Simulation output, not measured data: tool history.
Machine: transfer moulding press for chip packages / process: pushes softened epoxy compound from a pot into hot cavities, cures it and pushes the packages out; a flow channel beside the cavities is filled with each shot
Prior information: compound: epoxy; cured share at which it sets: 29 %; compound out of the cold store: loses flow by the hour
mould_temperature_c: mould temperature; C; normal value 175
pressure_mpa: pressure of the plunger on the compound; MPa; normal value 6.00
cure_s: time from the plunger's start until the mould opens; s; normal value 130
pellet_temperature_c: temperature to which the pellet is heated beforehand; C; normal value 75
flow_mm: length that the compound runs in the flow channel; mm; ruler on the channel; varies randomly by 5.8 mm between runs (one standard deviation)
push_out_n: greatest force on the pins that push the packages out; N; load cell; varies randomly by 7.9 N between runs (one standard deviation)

run,hour,mould_temperature_c,pressure_mpa,cure_s,pellet_temperature_c,incoming compound's hours out of the cold store,flow_mm,push_out_n
1,0.0,175,6.00,130,75,19.3,612,448
# hour 17.5: cavities cleaned with cleaning compound and waxed
2,19.0,175,6.00,130,75,15.7,616,375
3,31.5,175,6.00,130,75,47.1,519,368
# hour 43.7: plunger's sealing rings changed
4,50.1,175,6.00,130,75,28.9,639,433
5,66.7,175,6.00,130,75,14.7,674,480
# hour 80.2: cavities cleaned with cleaning compound and waxed
6,82.3,175,6.00,130,75,43.0,589,341
# hour 87.2: mould's thermocouples calibrated
7,104.8,175,6.00,130,75,24.6,650,433
8,118.3,175,6.00,130,75,39.7,611,425
9,130.5,174,6.00,130,75,32.5,617,480
# hour 141.9: cavities cleaned with cleaning compound and waxed
10,157.8,174,6.00,129,75,45.3,575,435
11,174.8,175,6.00,130,75,19.4,667,441
12,196.1,175,6.00,130,75,31.2,614,508
# hour 202.3: cavities cleaned with cleaning compound and waxed
13,219.8,175,6.00,127,75,42.5,572,405
14,244.3,175,6.00,127,75,34.2,614,473
# hour 262.7: cavities cleaned with cleaning compound and waxed
15,264.9,171,6.94,132,75,11.4,730,449
16,285.6,171,6.94,132,75,13.1,720,523
17,305.1,172,6.59,132,75,21.3,681,526
# hour 321.7: cavities cleaned with cleaning compound and waxed
18,330.1,172,6.59,132,83,30.4,648,410
19,344.1,179,6.00,112,76,9.2,686,453
20,357.7,179,6.00,129,76,31.4,601,379
# hour 382.2: cavities cleaned with cleaning compound and waxed
21,384.1,179,6.00,129,76,40.8,566,311
22,394.7,179,6.00,129,76,32.0,594,338
23,409.7,179,6.00,129,76,33.8,584,364
24,422.2,179,6.00,129,76,38.1,570,396
25,434.4,183,6.54,141,85,30.7,616,400
# hour 442.8: cavities cleaned with cleaning compound and waxed
26,458.3,175,6.54,114,70,38.2,600,501
27,480.7,182,7.28,130,74,40.9,617,392

Branching from run 27: 4 alternative next runs. What would each branch give?
A,499.7,174,6.00,130,75,8.1,?,?
B,499.7,181,5.34,130,75,35.6,?,?
C,499.7,175,6.00,160,75,32.8,?,?
D,499.7,175,4.92,130,75,40.4,?,?

run,flow_mm,push_out_n
A,665,526
B,544,423
C,583,414
D,524,474
Stripped of hidden state, with their random variation kept, the same runs would have yielded:
run,flow_mm,push_out_n
A,709,368
B,580,293
C,621,288
D,558,328
